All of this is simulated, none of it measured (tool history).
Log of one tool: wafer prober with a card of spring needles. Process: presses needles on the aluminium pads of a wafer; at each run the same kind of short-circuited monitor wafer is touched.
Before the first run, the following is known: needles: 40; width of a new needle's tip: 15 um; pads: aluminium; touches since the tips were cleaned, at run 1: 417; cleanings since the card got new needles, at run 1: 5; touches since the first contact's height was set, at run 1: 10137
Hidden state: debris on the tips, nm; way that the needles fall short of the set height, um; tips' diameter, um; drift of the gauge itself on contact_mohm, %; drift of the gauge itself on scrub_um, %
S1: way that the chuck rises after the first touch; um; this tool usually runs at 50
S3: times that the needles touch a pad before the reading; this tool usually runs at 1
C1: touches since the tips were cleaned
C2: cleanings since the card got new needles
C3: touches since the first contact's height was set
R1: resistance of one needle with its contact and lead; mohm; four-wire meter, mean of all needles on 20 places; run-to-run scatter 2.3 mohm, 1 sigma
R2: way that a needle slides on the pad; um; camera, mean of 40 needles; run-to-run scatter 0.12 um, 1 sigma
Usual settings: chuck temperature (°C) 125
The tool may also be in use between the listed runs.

run 1 hour=0.0 | S1=50 chuck_temperature_(°C)=125 S3=1 | C1=417 C2=5 C3=10137 | R1=293 R2=9.25
-- hour=4.3 tips cleaned on abrasive film
-- hour=8.5 tips cleaned on abrasive film
-- hour=12.8 tips cleaned on abrasive film
-- hour=17.0 tips cleaned on abrasive film
-- hour=21.3 tips cleaned on abrasive film
-- hour=25.5 tips cleaned on abrasive film
run 2 hour=27.2 | S1=50 chuck_temperature_(°C)=125 S3=1 | C1=790 C2=11 C3=22591 | R1=313 R2=9.16
-- hour=30.4 tips cleaned on abrasive film
-- hour=34.7 tips cleaned on abrasive film
-- hour=40.0 tips cleaned on abrasive film
-- hour=44.3 tips cleaned on abrasive film
-- hour=48.5 tips cleaned on abrasive film
-- hour=52.8 tips cleaned on abrasive film
-- hour=57.0 tips cleaned on abrasive film
-- hour=61.3 tips cleaned on abrasive film
run 3 hour=62.1 | S1=50 chuck_temperature_(°C)=125 S3=1 | C1=405 C2=19 C3=38547 | R1=301 R2=8.81
-- hour=66.4 tips cleaned on abrasive film
-- hour=71.7 tips cleaned on abrasive film
-- hour=77.0 tips cleaned on abrasive film
-- hour=81.3 tips cleaned on abrasive film
-- hour=85.5 tips cleaned on abrasive film
-- hour=89.8 tips cleaned on abrasive film
-- hour=94.0 tips cleaned on abrasive film
run 4 hour=97.2 | S1=50 chuck_temperature_(°C)=125 S3=1 | C1=1471 C2=26 C3=54598 | R1=357 R2=8.83
-- hour=98.3 tips cleaned on abrasive film
-- hour=102.6 tips cleaned on abrasive film
-- hour=106.8 tips cleaned on abrasive film
-- hour=112.1 tips cleaned on abrasive film
run 5 hour=115.8 | S1=50 chuck_temperature_(°C)=125 S3=1 | C1=1699 C2=30 C3=63110 | R1=376 R2=8.68
-- hour=116.9 tips cleaned on abrasive film
-- hour=121.2 tips cleaned on abrasive film
-- hour=125.4 tips cleaned on abrasive film
-- hour=129.7 tips cleaned on abrasive film
-- hour=133.9 tips cleaned on abrasive film
-- hour=138.2 tips cleaned on abrasive film
-- hour=142.5 tips cleaned on abrasive film
-- hour=146.7 tips cleaned on abrasive film
-- hour=151.0 tips cleaned on abrasive film
-- hour=155.2 tips cleaned on abrasive film
run 6 hour=156.6 | S1=50 chuck_temperature_(°C)=125 S3=1 | C1=659 C2=40 C3=81750 | R1=327 R2=8.46
-- hour=159.8 tips cleaned on abrasive film
-- hour=164.1 tips cleaned on abrasive film
-- hour=168.4 tips cleaned on abrasive film
-- hour=173.7 tips cleaned on abrasive film
-- hour=177.9 tips cleaned on abrasive film
run 7 hour=178.0 | S1=50 chuck_temperature_(°C)=125 S3=1 | C1=23 C2=45 C3=91493 | R1=276 R2=8.60
-- hour=182.2 tips cleaned on abrasive film
-- hour=186.5 tips cleaned on abrasive film
-- hour=190.7 tips cleaned on abrasive film
-- hour=195.0 tips cleaned on abrasive film
-- hour=200.3 tips cleaned on abrasive film
-- hour=204.5 tips cleaned on abrasive film
run 8 hour=207.2 | S1=44 chuck_temperature_(°C)=125 S3=1 | C1=1238 C2=51 C3=104878 | R1=404 R2=7.14
-- hour=209.4 tips cleaned on abrasive film
-- hour=213.6 tips cleaned on abrasive film
-- hour=218.9 tips cleaned on abrasive film
-- hour=224.2 tips cleaned on abrasive film
-- hour=228.5 tips cleaned on abrasive film
-- hour=232.7 tips cleaned on abrasive film
run 9 hour=236.1 | S1=44 chuck_temperature_(°C)=125 S3=1 | C1=1561 C2=57 C3=118102 | R1=451 R2=7.07
-- hour=237.2 tips cleaned on abrasive film
-- hour=241.5 tips cleaned on abrasive film
-- hour=246.8 tips cleaned on abrasive film
-- hour=251.0 tips cleaned on abrasive film
-- hour=255.3 tips cleaned on abrasive film
-- hour=260.6 tips cleaned on abrasive film
run 10 hour=264.3 | S1=50 chuck_temperature_(°C)=125 S3=1 | C1=1756 C2=63 C3=131038 | R1=405 R2=8.12
-- hour=265.5 tips cleaned on abrasive film
-- hour=269.7 tips cleaned on abrasive film
-- hour=274.0 tips cleaned on abrasive film
-- hour=279.3 tips cleaned on abrasive film
-- hour=284.0 tips cleaned on abrasive film
run 11 hour=284.0 | S1=50 chuck_temperature_(°C)=125 S3=1 | C1=0 C2=68 C3=139996 | R1=282 R2=8.04
-- hour=288.2 tips cleaned on abrasive film
-- hour=292.5 tips cleaned on abrasive film
-- hour=296.7 tips cleaned on abrasive film
-- hour=301.0 tips cleaned on abrasive film
-- hour=305.3 tips cleaned on abrasive film
-- hour=309.5 tips cleaned on abrasive film
-- hour=313.8 tips cleaned on abrasive film
run 12 hour=315.6 | S1=59 chuck_temperature_(°C)=40 S3=2 | C1=859 C2=75 C3=154463 | R1=284 R2=9.49
-- hour=318.8 tips cleaned on abrasive film
-- hour=324.1 tips cleaned on abrasive film
-- hour=328.4 tips cleaned on abrasive film
-- hour=332.6 tips cleaned on abrasive film
-- hour=336.9 tips cleaned on abrasive film
-- hour=341.2 tips cleaned on abrasive film
-- hour=345.4 tips cleaned on abrasive film
run 13 hour=346.5 | S1=44 chuck_temperature_(°C)=75 S3=2 | C1=514 C2=82 C3=168585 | R1=317 R2=6.70
-- hour=349.7 tips cleaned on abrasive film
-- hour=355.0 tips cleaned on abrasive film
-- hour=359.3 tips cleaned on abrasive film
-- hour=364.6 tips cleaned on abrasive film
-- hour=369.9 tips cleaned on abrasive film
-- hour=374.1 tips cleaned on abrasive film
-- hour=378.4 tips cleaned on abrasive film
-- hour=382.6 tips cleaned on abrasive film
run 14 hour=384.4 | S1=44 chuck_temperature_(°C)=75 S3=2 | C1=820 C2=90 C3=185925 | R1=359 R2=6.61
-- hour=387.6 tips cleaned on abrasive film
-- hour=391.9 tips cleaned on abrasive film
-- hour=396.1 tips cleaned on abrasive film
-- hour=401.4 tips cleaned on abrasive film
-- hour=402.8 height of the first contact set anew
-- hour=407.0 tips cleaned on abrasive film
run 15 hour=408.7 | S1=44 chuck_temperature_(°C)=76 S3=3 | C1=782 C2=95 C3=2726 | R1=294 R2=8.33
-- hour=411.9 tips cleaned on abrasive film
-- hour=416.2 tips cleaned on abrasive film
-- hour=420.4 tips cleaned on abrasive film
-- hour=424.7 tips cleaned on abrasive film
run 16 hour=426.1 | S1=50 chuck_temperature_(°C)=42 S3=1 | C1=664 C2=99 C3=10680 | R1=322 R2=9.16
-- hour=429.3 tips cleaned on abrasive film
-- hour=433.6 tips cleaned on abrasive film
-- hour=437.8 tips cleaned on abrasive film
-- hour=443.1 tips cleaned on abrasive film
-- hour=448.4 tips cleaned on abrasive film
-- hour=452.7 tips cleaned on abrasive film
-- hour=456.9 tips cleaned on abrasive film
-- hour=461.2 tips cleaned on abrasive film
-- hour=465.4 tips cleaned on abrasive film
run 17 hour=466.5 | S1=32 chuck_temperature_(°C)=75 S3=1 | C1=497 C2=108 C3=29157 | R1=431 R2=5.85
-- hour=469.7 tips cleaned on abrasive film
-- hour=474.0 tips cleaned on abrasive film
-- hour=478.2 tips cleaned on abrasive film
-- hour=482.5 tips cleaned on abrasive film
-- hour=486.8 tips cleaned on abrasive film
-- hour=491.0 tips cleaned on abrasive film
-- hour=495.3 tips cleaned on abrasive film
run 18 hour=496.8 | S1=32 chuck_temperature_(°C)=75 S3=1 | C1=728 C2=115 C3=43012 | R1=469 R2=5.30
-- hour=500.0 tips cleaned on abrasive film
-- hour=504.3 tips cleaned on abrasive film
-- hour=508.6 tips cleaned on abrasive film
-- hour=513.9 tips cleaned on abrasive film
-- hour=518.1 tips cleaned on abrasive film
-- hour=522.4 tips cleaned on abrasive film
-- hour=526.6 tips cleaned on abrasive film
run 19 hour=529.1 | S1=45 chuck_temperature_(°C)=125 S3=2 | C1=1152 C2=122 C3=57771 | R1=360 R2=7.88

Run 20 is up next; what results do you expect?
-- hour=531.3 tips cleaned on abrasive film
-- hour=535.5 tips cleaned on abrasive film
-- hour=539.8 tips cleaned on abrasive film
-- hour=544.0 tips cleaned on abrasive film
-- hour=548.3 tips cleaned on abrasive film
-- hour=552.5 tips cleaned on abrasive film
-- hour=557.8 tips cleaned on abrasive film
run 20 hour=559.3 | S1=45 chuck_temperature_(°C)=125 S3=2 | C1=680 C2=129 C3=71573 | R1=? R2=?

{"run 20": {"R1": 335, "R2": 7.73}}
If the tool had no hidden condition, the same run with the same run-to-run variation would have returned R1 265 mohm, R2 8.35 um.
